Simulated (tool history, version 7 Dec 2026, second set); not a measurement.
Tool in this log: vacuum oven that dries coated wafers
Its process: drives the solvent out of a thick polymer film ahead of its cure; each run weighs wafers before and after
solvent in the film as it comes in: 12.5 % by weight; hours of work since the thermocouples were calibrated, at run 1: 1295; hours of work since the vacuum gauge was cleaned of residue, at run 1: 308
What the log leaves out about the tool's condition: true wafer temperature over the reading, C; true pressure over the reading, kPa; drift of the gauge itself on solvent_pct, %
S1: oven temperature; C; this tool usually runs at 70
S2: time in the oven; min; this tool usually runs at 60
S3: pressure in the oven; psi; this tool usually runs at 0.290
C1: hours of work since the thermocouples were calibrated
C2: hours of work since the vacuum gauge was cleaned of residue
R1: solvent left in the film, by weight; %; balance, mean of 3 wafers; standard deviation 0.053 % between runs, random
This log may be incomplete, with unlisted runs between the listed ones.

run,hour,S1,S2,S3,C1,C2,R1
1,0.0,70,60,0.290,1295,308,1.65
2,6.2,70,60,0.290,1299,311,1.69
3,14.2,70,60,0.290,1303,316,1.65
4,29.2,70,60,0.290,1312,324,1.71
5,38.5,70,60,0.290,1317,330,1.71
6,51.8,70,60,0.403,1325,337,2.09
7,66.3,70,60,0.403,1333,346,2.13
8,73.1,70,60,0.403,1337,350,2.01
# hour 75.6: vacuum gauge cleaned of residue and calibrated
9,89.3,70,81,0.290,1346,8,1.37
10,99.2,62,31,0.399,1352,14,6.05
11,113.4,62,31,0.399,1360,22,6.00
12,127.9,62,31,0.399,1368,30,5.89
13,135.1,62,31,0.399,1372,34,5.84
# hour 146.7: vacuum gauge cleaned of residue and calibrated, once more
14,151.1,58,68,0.611,1381,3,6.01
15,164.8,75,81,0.513,1389,11,1.70
16,176.7,75,81,0.513,1396,17,1.71
17,191.5,75,81,0.293,1404,26,0.97
18,206.1,71,75,0.396,1413,34,1.72

Hidden state or all else? Some run-to-run changes of R1, split into what the settings, what came in and random variation would give without the hidden state, and what is left for the hidden state (with any gauge scatter that isn't in both results):
Run 9 -> 10: S1 70 -> 62, S2 81 -> 31, S3 0.290 -> 0.399. R1 +4.68 %: hidden state -0.39, all else +5.07.
Run 14 -> 15: S1 58 -> 75, S2 68 -> 81, S3 0.611 -> 0.513. R1 -4.31 %: hidden state +0.52, all else -4.83.
